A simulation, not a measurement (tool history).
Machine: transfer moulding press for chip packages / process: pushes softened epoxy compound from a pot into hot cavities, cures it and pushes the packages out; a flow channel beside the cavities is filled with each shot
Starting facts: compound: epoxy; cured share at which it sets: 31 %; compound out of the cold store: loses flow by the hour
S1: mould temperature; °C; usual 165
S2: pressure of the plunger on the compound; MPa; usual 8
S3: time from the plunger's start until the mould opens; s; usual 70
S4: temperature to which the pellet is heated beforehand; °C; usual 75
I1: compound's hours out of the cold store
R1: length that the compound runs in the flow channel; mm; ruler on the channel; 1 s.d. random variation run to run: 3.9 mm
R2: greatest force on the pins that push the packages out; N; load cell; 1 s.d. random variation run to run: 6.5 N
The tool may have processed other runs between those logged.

{"run": 1, "hour": 0.0, "S1": 165, "S2": 8, "S3": 70, "S4": 75, "I1": 12.7, "R1": 525, "R2": 387}
{"run": 2, "hour": 7.3, "S1": 165, "S2": 8, "S3": 70, "S4": 75, "I1": 23, "R1": 492, "R2": 378}
{"run": 3, "hour": 18.4, "S1": 165, "S2": 8, "S3": 70, "S4": 75, "I1": 12, "R1": 530, "R2": 403}
{"run": 4, "hour": 25.2, "S1": 165, "S2": 8, "S3": 70, "S4": 75, "I1": 12.4, "R1": 518, "R2": 442}
{"hour": 28.5, "done": "cavities cleaned with cleaning compound and waxed"}
{"run": 5, "hour": 37.4, "S1": 165, "S2": 8, "S3": 70, "S4": 75, "I1": 10.8, "R1": 526, "R2": 301}
{"run": 6, "hour": 48.7, "S1": 165, "S2": 8, "S3": 70, "S4": 75, "I1": 20.4, "R1": 488, "R2": 311}
{"hour": 51.9, "done": "plunger's sealing rings changed"}
{"run": 7, "hour": 57.4, "S1": 165, "S2": 8, "S3": 70, "S4": 75, "I1": 22.6, "R1": 507, "R2": 332}
{"run": 8, "hour": 69.3, "S1": 165, "S2": 8, "S3": 70, "S4": 75, "I1": 26.9, "R1": 491, "R2": 362}
{"run": 9, "hour": 79.4, "S1": 165, "S2": 6.53, "S3": 70, "S4": 71, "I1": 12.3, "R1": 488, "R2": 392}
{"run": 10, "hour": 86.7, "S1": 160, "S2": 9.3, "S3": 73, "S4": 71, "I1": 38.6, "R1": 513, "R2": 442}
{"run": 11, "hour": 93.6, "S1": 170, "S2": 8, "S3": 109, "S4": 70, "I1": 28.9, "R1": 474, "R2": 346}
{"run": 12, "hour": 98.9, "S1": 170, "S2": 8, "S3": 109, "S4": 70, "I1": 11.8, "R1": 536, "R2": 340}
{"hour": 108.4, "done": "cavities cleaned with cleaning compound and waxed"}
{"run": 13, "hour": 110.1, "S1": 165, "S2": 8, "S3": 70, "S4": 75, "I1": 17.7, "R1": 516, "R2": 267}
{"run": 14, "hour": 115.8, "S1": 165, "S2": 8, "S3": 107, "S4": 78, "I1": 38.8, "R1": 459, "R2": 240}
{"run": 15, "hour": 122.5, "S1": 165, "S2": 8, "S3": 102, "S4": 78, "I1": 29.3, "R1": 481, "R2": 259}
{"run": 16, "hour": 130.4, "S1": 169, "S2": 8, "S3": 70, "S4": 75, "I1": 42.5, "R1": 442, "R2": 293}

Measured result minus the same run's result without the hidden state. Both carry the same run-to-run variation, though not necessarily the same gauge scatter:
Hidden state at play: true mould temperature over the reading, C; pressure that reaches the compound, % of what is set; grip of the stained cavities, % over clean ones'; drift of the gauge itself on flow_mm, %; drift of the gauge itself on push_out_n, %.
run=1 R1=-18 R2=+119
run=2 R1=-17 R2=+125
run=3 R1=-19 R2=+144
run=4 R1=-20 R2=+163
run=5 R1=-21 R2=+31
run=6 R1=-20 R2=+63
run=7 R1=-3 R2=+78
run=8 R1=-3 R2=+105
run=9 R1=-4 R2=+127
run=10 R1=-5 R2=+149
run=11 R1=-5 R2=+127
run=12 R1=-5 R2=+131
run=13 R1=-6 R2=+4
run=14 R1=-6 R2=+26
run=15 R1=-6 R2=+44
run=16 R1=-6 R2=+66
